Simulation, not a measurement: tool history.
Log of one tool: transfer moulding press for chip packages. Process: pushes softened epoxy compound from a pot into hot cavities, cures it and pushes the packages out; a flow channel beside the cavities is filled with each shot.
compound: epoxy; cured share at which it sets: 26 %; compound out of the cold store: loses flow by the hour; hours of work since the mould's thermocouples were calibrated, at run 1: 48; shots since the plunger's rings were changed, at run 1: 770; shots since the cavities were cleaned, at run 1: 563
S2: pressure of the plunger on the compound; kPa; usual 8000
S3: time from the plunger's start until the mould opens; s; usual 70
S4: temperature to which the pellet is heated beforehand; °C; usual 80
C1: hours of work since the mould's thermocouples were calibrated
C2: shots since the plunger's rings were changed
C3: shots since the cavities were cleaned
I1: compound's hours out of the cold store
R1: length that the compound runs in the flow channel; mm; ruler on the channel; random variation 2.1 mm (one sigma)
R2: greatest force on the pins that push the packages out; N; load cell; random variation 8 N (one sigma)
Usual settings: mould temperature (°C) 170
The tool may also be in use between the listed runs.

Run 1, day 0: usual settings; C1 48; C2 770; C3 563; I1 21.4. Result: R1 797 mm, R2 347 N.
Run 2, day 0.517: usual settings; C1 54; C2 911; C3 704; I1 11. Result: R1 839 mm, R2 366 N.
Run 3, day 0.879: usual settings; C1 58; C2 1011; C3 804; I1 38.8. Result: R1 747 mm, R2 330 N.
At day 1.042: cavities cleaned with cleaning compound and waxed.
Run 4, day 1.467: usual settings; C1 63; C2 1155; C3 117; I1 47.1. Result: R1 720 mm, R2 317 N.
Run 5, day 2.217: usual settings; C1 71; C2 1361; C3 323; I1 42. Result: R1 738 mm, R2 332 N.
Run 6, day 2.779: usual settings; C1 77; C2 1514; C3 476; I1 35.2. Result: R1 756 mm, R2 323 N.
Run 7, day 3.296: usual settings; C1 82; C2 1657; C3 619; I1 16.1. Result: R1 816 mm, R2 359 N.
Run 8, day 3.833: usual settings but S4 81 °C; C1 88; C2 1804; C3 766; I1 37.8. Result: R1 748 mm, R2 325 N.
At day 4.129: cavities cleaned with cleaning compound and waxed.
Run 9, day 4.446: usual settings; C1 94; C2 1954; C3 87; I1 39.8. Result: R1 745 mm, R2 335 N.
Run 10, day 4.929: usual settings; C1 99; C2 2087; C3 220; I1 33. Result: R1 764 mm, R2 342 N.
Run 11, day 5.342: usual settings; C1 103; C2 2200; C3 333; I1 41.1. Result: R1 738 mm, R2 341 N.
Run 12, day 5.954: usual settings; C1 110; C2 2367; C3 500; I1 29.4. Result: R1 777 mm, R2 340 N.
Run 13, day 6.629: usual settings; C1 117; C2 2553; C3 686; I1 27.1. Result: R1 785 mm, R2 336 N.
At day 7.221: cavities cleaned with cleaning compound and waxed.
Run 14, day 7.229: usual settings but S4 84 °C; C1 122; C2 2700; C3 2; I1 41.6. Result: R1 739 mm, R2 332 N.
Run 15, day 7.592: usual settings but S2 8520 kPa, S4 87 °C; C1 126; C2 2799; C3 101; I1 9.4. Result: R1 867 mm, R2 341 N.
Run 16, day 8.262: usual settings but mould temperature (°C) 166, S4 73 °C; C1 133; C2 2983; C3 285; I1 11.9. Result: R1 844 mm, R2 508 N.
Run 17, day 8.867: usual settings but S2 8490 kPa, S4 88 °C; C1 140; C2 3149; C3 451; I1 13.8. Result: R1 851 mm, R2 351 N.
Run 18, day 9.25: usual settings but mould temperature (°C) 169, S2 8410 kPa, S3 52 s, S4 89 °C; C1 144; C2 3255; C3 557; I1 30. Result: R1 790 mm, R2 701 N.
Run 19, day 9.692: usual settings but mould temperature (°C) 167, S2 8390 kPa, S3 85 s, S4 89 °C; C1 148; C2 3375; C3 677; I1 25.8. Result: R1 809 mm, R2 266 N.
At day 10.308: cavities cleaned with cleaning compound and waxed.
Run 20, day 10.308: usual settings but mould temperature (°C) 167, S2 8390 kPa, S3 85 s, S4 89 °C; C1 154; C2 3527; C3 0; I1 27.3. Result: R1 807 mm, R2 283 N.
Run 21, day 10.775: usual settings but mould temperature (°C) 173, S2 6340 kPa, S3 66 s, S4 88 °C; C1 159; C2 3655; C3 128; I1 36.9. Result: R1 665 mm, R2 308 N.
Run 22, day 11.512: usual settings but mould temperature (°C) 173, S2 6340 kPa, S3 66 s, S4 88 °C; C1 167; C2 3857; C3 330; I1 11.3. Result: R1 730 mm, R2 328 N.
At day 12.175: plunger's sealing rings changed.
Run 23, day 12.304: usual settings but mould temperature (°C) 173, S2 6340 kPa, S3 66 s, S4 88 °C; C1 174; C2 35; C3 519; I1 41.6. Result: R1 651 mm, R2 308 N.
Run 24, day 13.029: usual settings but mould temperature (°C) 162, S2 7500 kPa, S4 79 °C; C1 182; C2 234; C3 718; I1 24.8. Result: R1 787 mm, R2 633 N.
At day 13.508: cavities cleaned with cleaning compound and waxed.
Run 25, day 13.846: usual settings but S3 75 s, S4 76 °C; C1 189; C2 440; C3 92; I1 22. Result: R1 800 mm, R2 308 N.
Run 26, day 14.579: usual settings but S2 9590 kPa, S4 90 °C; C1 197; C2 641; C3 293; I1 13.9. Result: R1 903 mm, R2 326 N.
Run 27, day 15.025: usual settings but S3 97 s; C1 202; C2 763; C3 415; I1 32. Result: R1 769 mm, R2 225 N.
Run 28, day 15.538: usual settings but S2 6060 kPa, S3 86 s; C1 207; C2 904; C3 556; I1 37.6. Result: R1 654 mm, R2 240 N.

Forecast each of these 5 alternatives for the next run:
Run A, day 16.133: usual settings but mould temperature (°C) 167, S2 8620 kPa; C1 213; C2 1067; C3 719; I1 25.8. Result: R1 ?, R2 ?.
Run B, day 16.133: usual settings but S3 58 s, S4 78 °C; C1 213; C2 1067; C3 719; I1 13.1. Result: R1 ?, R2 ?.
Run C, day 16.133: usual settings but S2 6060 kPa, S3 82 s, S4 86 °C; C1 213; C2 1067; C3 719; I1 16.4. Result: R1 ?, R2 ?.
Run D, day 16.133: usual settings but mould temperature (°C) 168, S2 6060 kPa, S3 86 s; C1 213; C2 1067; C3 719; I1 30.4. Result: R1 ?, R2 ?.
Run E, day 16.133: usual settings but S2 7040 kPa; C1 213; C2 1067; C3 719; I1 35.6. Result: R1 ?, R2 ?.

run   R1   R2
  A  825  444
  B  831  586
  C  710  263
  D  676  260
  E  713  331
Without the tool's hidden state the same runs would have given:
run   R1   R2
  A  825  436
  B  832  576
  C  710  259
  D  677  255
  E  713  326

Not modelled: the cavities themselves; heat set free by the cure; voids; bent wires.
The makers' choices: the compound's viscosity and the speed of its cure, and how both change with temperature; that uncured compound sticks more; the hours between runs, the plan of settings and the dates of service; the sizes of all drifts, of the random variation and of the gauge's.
